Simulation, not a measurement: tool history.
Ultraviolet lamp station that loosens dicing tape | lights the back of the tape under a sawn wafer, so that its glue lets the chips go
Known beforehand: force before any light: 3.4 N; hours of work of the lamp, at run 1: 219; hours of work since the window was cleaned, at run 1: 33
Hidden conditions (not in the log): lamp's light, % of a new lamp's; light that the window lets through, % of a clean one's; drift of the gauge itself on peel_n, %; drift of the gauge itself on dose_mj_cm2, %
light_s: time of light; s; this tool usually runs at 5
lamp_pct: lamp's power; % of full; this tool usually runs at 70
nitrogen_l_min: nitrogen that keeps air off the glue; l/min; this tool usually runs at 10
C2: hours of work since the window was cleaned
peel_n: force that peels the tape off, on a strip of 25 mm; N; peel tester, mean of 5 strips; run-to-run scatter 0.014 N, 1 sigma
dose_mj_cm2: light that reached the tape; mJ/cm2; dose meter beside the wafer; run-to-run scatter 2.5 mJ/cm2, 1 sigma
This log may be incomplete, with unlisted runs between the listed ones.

{"run": 1, "hour": 0.0, "light_s": 5, "lamp_pct": 70, "nitrogen_l_min": 10, "hours of work of the lamp": 219, "C2": 33, "peel_n": 0.711, "dose_mj_cm2": 284}
{"run": 2, "hour": 13.1, "light_s": 5, "lamp_pct": 70, "nitrogen_l_min": 10, "hours of work of the lamp": 229, "C2": 44, "peel_n": 0.74, "dose_mj_cm2": 285}
{"run": 3, "hour": 21.7, "light_s": 5, "lamp_pct": 70, "nitrogen_l_min": 10, "hours of work of the lamp": 236, "C2": 50, "peel_n": 0.734, "dose_mj_cm2": 278}
{"run": 4, "hour": 33.1, "light_s": 5, "lamp_pct": 70, "nitrogen_l_min": 10, "hours of work of the lamp": 245, "C2": 60, "peel_n": 0.733, "dose_mj_cm2": 280}
{"run": 5, "hour": 44.1, "light_s": 5, "lamp_pct": 70, "nitrogen_l_min": 10, "hours of work of the lamp": 254, "C2": 68, "peel_n": 0.764, "dose_mj_cm2": 279}
{"run": 6, "hour": 57.6, "light_s": 5, "lamp_pct": 70, "nitrogen_l_min": 10, "hours of work of the lamp": 265, "C2": 79, "peel_n": 0.736, "dose_mj_cm2": 277}
{"run": 7, "hour": 65.0, "light_s": 5, "lamp_pct": 70, "nitrogen_l_min": 10, "hours of work of the lamp": 271, "C2": 85, "peel_n": 0.787, "dose_mj_cm2": 278}
{"run": 8, "hour": 78.8, "light_s": 5, "lamp_pct": 70, "nitrogen_l_min": 10, "hours of work of the lamp": 282, "C2": 96, "peel_n": 0.778, "dose_mj_cm2": 277}
{"run": 9, "hour": 86.5, "light_s": 8, "lamp_pct": 81, "nitrogen_l_min": 12, "hours of work of the lamp": 288, "C2": 102, "peel_n": 0.324, "dose_mj_cm2": 506}
{"run": 10, "hour": 97.2, "light_s": 5, "lamp_pct": 80, "nitrogen_l_min": 10, "hours of work of the lamp": 296, "C2": 111, "peel_n": 0.645, "dose_mj_cm2": 309}
{"run": 11, "hour": 111.3, "light_s": 5, "lamp_pct": 80, "nitrogen_l_min": 10, "hours of work of the lamp": 308, "C2": 122, "peel_n": 0.678, "dose_mj_cm2": 315}
{"run": 12, "hour": 122.3, "light_s": 5, "lamp_pct": 80, "nitrogen_l_min": 10, "hours of work of the lamp": 316, "C2": 131, "peel_n": 0.654, "dose_mj_cm2": 303}
{"run": 13, "hour": 133.8, "light_s": 5, "lamp_pct": 80, "nitrogen_l_min": 10, "hours of work of the lamp": 326, "C2": 140, "peel_n": 0.65, "dose_mj_cm2": 301}
{"run": 14, "hour": 142.8, "light_s": 5, "lamp_pct": 80, "nitrogen_l_min": 10, "hours of work of the lamp": 333, "C2": 147, "peel_n": 0.656, "dose_mj_cm2": 305}
{"run": 15, "hour": 153.8, "light_s": 6, "lamp_pct": 62, "nitrogen_l_min": 10, "hours of work of the lamp": 342, "C2": 156, "peel_n": 0.735, "dose_mj_cm2": 281}

5 ways to go on from here, each from the tool as it stands after run 15. What would each give?
{"run": "A", "hour": 159.5, "light_s": 6, "lamp_pct": 73, "nitrogen_l_min": 5, "hours of work of the lamp": 346, "C2": 161, "peel_n": "?", "dose_mj_cm2": "?"}
{"run": "B", "hour": 159.5, "light_s": 7, "lamp_pct": 62, "nitrogen_l_min": 15, "hours of work of the lamp": 346, "C2": 161, "peel_n": "?", "dose_mj_cm2": "?"}
{"run": "C", "hour": 159.5, "light_s": 2, "lamp_pct": 70, "nitrogen_l_min": 10, "hours of work of the lamp": 346, "C2": 161, "peel_n": "?", "dose_mj_cm2": "?"}
{"run": "D", "hour": 159.5, "light_s": 5, "lamp_pct": 61, "nitrogen_l_min": 9, "hours of work of the lamp": 346, "C2": 161, "peel_n": "?", "dose_mj_cm2": "?"}
{"run": "E", "hour": 159.5, "light_s": 6, "lamp_pct": 69, "nitrogen_l_min": 13, "hours of work of the lamp": 346, "C2": 161, "peel_n": "?", "dose_mj_cm2": "?"}

run=A peel_n=0.835 dose_mj_cm2=331
run=B peel_n=0.495 dose_mj_cm2=327
run=C peel_n=1.904 dose_mj_cm2=111
run=D peel_n=0.969 dose_mj_cm2=234
run=E peel_n=0.57 dose_mj_cm2=313
Take away the tool's hidden state, keep each run's random variation, and the runs would have read:
run=A peel_n=0.708 dose_mj_cm2=379
run=B peel_n=0.416 dose_mj_cm2=374
run=C peel_n=1.747 dose_mj_cm2=126
run=D peel_n=0.829 dose_mj_cm2=267
run=E peel_n=0.478 dose_mj_cm2=358

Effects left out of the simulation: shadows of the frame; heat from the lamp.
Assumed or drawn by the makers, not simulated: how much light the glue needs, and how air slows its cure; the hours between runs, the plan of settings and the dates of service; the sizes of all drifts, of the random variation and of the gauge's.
